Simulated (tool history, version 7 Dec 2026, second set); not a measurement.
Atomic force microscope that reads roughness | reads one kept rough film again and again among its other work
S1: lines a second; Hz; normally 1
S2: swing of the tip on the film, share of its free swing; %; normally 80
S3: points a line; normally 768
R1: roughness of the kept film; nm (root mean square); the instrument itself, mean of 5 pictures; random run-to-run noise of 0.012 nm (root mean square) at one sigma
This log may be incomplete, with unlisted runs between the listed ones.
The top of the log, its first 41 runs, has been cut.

{"run": 42, "hour": 436.5, "S1": 0.51, "S2": 72, "S3": 1012, "R1": 3.033}
{"run": 43, "hour": 446.9, "S1": 0.74, "S2": 72, "S3": 1012, "R1": 2.988}
{"run": 44, "hour": 459.9, "S1": 0.66, "S2": 80, "S3": 344, "R1": 2.937}
{"run": 45, "hour": 470.4, "S1": 1, "S2": 80, "S3": 545, "R1": 2.83}
{"hour": 473.8, "done": "new tip fitted"}
{"run": 46, "hour": 481.7, "S1": 1.53, "S2": 80, "S3": 320, "R1": 2.676}
{"run": 47, "hour": 494.6, "S1": 1.53, "S2": 80, "S3": 320, "R1": 2.693}
{"run": 48, "hour": 503.4, "S1": 1, "S2": 86, "S3": 539, "R1": 2.764}
{"run": 49, "hour": 517.2, "S1": 0.59, "S2": 64, "S3": 454, "R1": 3.062}
{"run": 50, "hour": 531.4, "S1": 1, "S2": 57, "S3": 508, "R1": 3.036}
{"run": 51, "hour": 538.7, "S1": 1, "S2": 68, "S3": 405, "R1": 2.953}
{"run": 52, "hour": 551.2, "S1": 1, "S2": 82, "S3": 768, "R1": 2.795}
{"run": 53, "hour": 561.9, "S1": 2.39, "S2": 72, "S3": 541, "R1": 2.679}

Consider 3 possible next runs. They are alternatives, not a sequence: every one starts from the tool as it was left by run 53. What does each give?
{"hour": 568.1, "done": "new tip fitted"}
{"run": "A", "hour": 575.7, "S1": 1.24, "S2": 89, "S3": 990, "R1": "?"}
{"hour": 568.1, "done": "new tip fitted"}
{"run": "B", "hour": 575.7, "S1": 2.39, "S2": 83, "S3": 586, "R1": "?"}
{"hour": 568.1, "done": "new tip fitted"}
{"run": "C", "hour": 575.7, "S1": 0.76, "S2": 71, "S3": 768, "R1": "?"}

run=A R1=2.589
run=B R1=2.415
run=C R1=2.985
Had the tool no hidden state, the same runs would have come out as:
run=A R1=2.588
run=B R1=2.414
run=C R1=2.985

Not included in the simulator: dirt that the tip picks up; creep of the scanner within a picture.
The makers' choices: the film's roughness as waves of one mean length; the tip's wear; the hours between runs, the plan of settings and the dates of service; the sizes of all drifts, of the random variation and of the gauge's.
